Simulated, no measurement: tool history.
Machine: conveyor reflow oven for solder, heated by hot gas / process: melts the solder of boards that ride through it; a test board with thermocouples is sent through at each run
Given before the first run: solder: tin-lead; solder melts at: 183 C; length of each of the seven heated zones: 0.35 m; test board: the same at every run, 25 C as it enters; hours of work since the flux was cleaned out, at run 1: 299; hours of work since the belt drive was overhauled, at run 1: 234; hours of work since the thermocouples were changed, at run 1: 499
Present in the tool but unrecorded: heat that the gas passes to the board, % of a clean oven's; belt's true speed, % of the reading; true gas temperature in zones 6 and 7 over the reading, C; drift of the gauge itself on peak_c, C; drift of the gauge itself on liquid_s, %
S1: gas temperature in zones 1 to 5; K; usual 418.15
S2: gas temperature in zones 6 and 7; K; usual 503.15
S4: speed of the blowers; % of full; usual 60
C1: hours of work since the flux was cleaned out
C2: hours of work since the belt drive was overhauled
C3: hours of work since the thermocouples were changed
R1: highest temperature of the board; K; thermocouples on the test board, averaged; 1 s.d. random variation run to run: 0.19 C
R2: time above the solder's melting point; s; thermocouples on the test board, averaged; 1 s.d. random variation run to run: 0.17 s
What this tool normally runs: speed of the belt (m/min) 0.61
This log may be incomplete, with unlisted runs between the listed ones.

Run 1, hour 0: usual settings; C1 299; C2 234; C3 499. Result: R1 480.95 K, R2 44.8 s.
Run 2, hour 17.1: usual settings but speed of the belt (m/min) 0.633; C1 310; C2 246; C3 511. Result: R1 479.55 K, R2 41.8 s.
Run 3, hour 31.9: usual settings but speed of the belt (m/min) 0.633; C1 321; C2 256; C3 521. Result: R1 479.35 K, R2 41.6 s.
Run 4, hour 49.1: usual settings; C1 332; C2 268; C3 533. Result: R1 480.65 K, R2 44.9 s.
Run 5, hour 58.5: usual settings but S1 432.15 K; C1 339; C2 274; C3 540. Result: R1 483.85 K, R2 53.9 s.
At hour 67.7: thermocouples of zones 6 and 7 changed.
Run 6, hour 70.7: usual settings but S1 432.15 K; C1 346; C2 281; C3 2. Result: R1 484.85 K, R2 55.2 s.
Run 7, hour 83.4: usual settings but speed of the belt (m/min) 0.543; C1 355; C2 290; C3 11. Result: R1 485.55 K, R2 56.4 s.
Run 8, hour 92.4: usual settings but S2 497.15 K, speed of the belt (m/min) 0.543; C1 361; C2 296; C3 17. Result: R1 480.05 K, R2 51.1 s.
At hour 98.7: flux residue cleaned out of gas plates and filters.
Run 9, hour 105: usual settings; C1 4; C2 301; C3 22. Result: R1 483.75 K, R2 48 s.
Run 10, hour 117.9: usual settings; C1 13; C2 310; C3 31. Result: R1 483.55 K, R2 48.1 s.
Run 11, hour 128.1: usual settings; C1 20; C2 317; C3 38. Result: R1 483.55 K, R2 48 s.
At hour 132.9: belt drive overhauled, speed set with a stopwatch.
Run 12, hour 140: usual settings; C1 26; C2 5; C3 44. Result: R1 483.25 K, R2 48.4 s.
Run 13, hour 152: usual settings but S1 431.15 K, speed of the belt (m/min) 0.643, S4 83 % of full; C1 34; C2 13; C3 52. Result: R1 488.85 K, R2 55.6 s.
Run 14, hour 164.9: usual settings but S1 431.15 K, speed of the belt (m/min) 0.643, S4 83 % of full; C1 43; C2 22; C3 61. Result: R1 488.95 K, R2 55.5 s.
At hour 174: belt drive overhauled, speed set with a stopwatch, once more.
Run 15, hour 184.5: usual settings but S1 431.15 K, speed of the belt (m/min) 0.643, S4 83 % of full; C1 54; C2 7; C3 72. Result: R1 488.35 K, R2 54.6 s.
Run 16, hour 201.8: usual settings but S4 84 % of full; C1 66; C2 19; C3 83. Result: R1 487.55 K, R2 51.8 s.
Run 17, hour 210.7: usual settings but S2 494.15 K, S4 82 % of full; C1 72; C2 25; C3 90. Result: R1 479.85 K, R2 45.1 s.
Run 18, hour 227.3: usual settings but S1 421.15 K, S2 494.15 K, S4 76 % of full; C1 83; C2 37; C3 101. Result: R1 478.95 K, R2 45.8 s.
Run 19, hour 242.1: usual settings but S4 55 % of full; C1 93; C2 47; C3 111. Result: R1 481.15 K, R2 45 s.
Run 20, hour 258.5: usual settings but S4 55 % of full; C1 105; C2 58; C3 123. Result: R1 481.25 K, R2 44.9 s.
Run 21, hour 266.4: usual settings but S2 514.15 K, S4 62 % of full; C1 110; C2 64; C3 128. Result: R1 491.55 K, R2 53.6 s.
Run 22, hour 280.6: usual settings but S2 514.15 K, S4 62 % of full; C1 120; C2 74; C3 138. Result: R1 491.35 K, R2 54 s.
Run 23, hour 293.9: usual settings but S1 427.15 K, S2 514.15 K, S4 62 % of full; C1 129; C2 83; C3 147. Result: R1 493.75 K, R2 58.6 s.
Run 24, hour 304.1: usual settings but S1 432.15 K, speed of the belt (m/min) 0.576; C1 136; C2 90; C3 154. Result: R1 486.75 K, R2 60.3 s.

A few steps of R1 between consecutive runs. Split each: what settings, incoming material and random variation would produce without the hidden state, and what is left over for the hidden state, along with gauge scatter present in only one of the two compared results (measured, and without hidden state):
Run 5 -> 6: thermocouples of zones 6 and 7 changed. R1 +1 K: hidden state +1.1, all else -0.1.
Run 8 -> 9: S2 497.15 -> 503.15, speed of the belt (m/min) 0.543 -> 0.61, flux residue cleaned out of gas plates and filters. R1 +3.7 K: hidden state +1.7, all else +2.
Run 16 -> 17: S2 503.15 -> 494.15, S4 84 -> 82. R1 -7.7 K: hidden state +0, all else -7.7.
Run 20 -> 21: S2 503.15 -> 514.15, S4 55 -> 62. R1 +10.3 K: hidden state -0.1, all else +10.4.
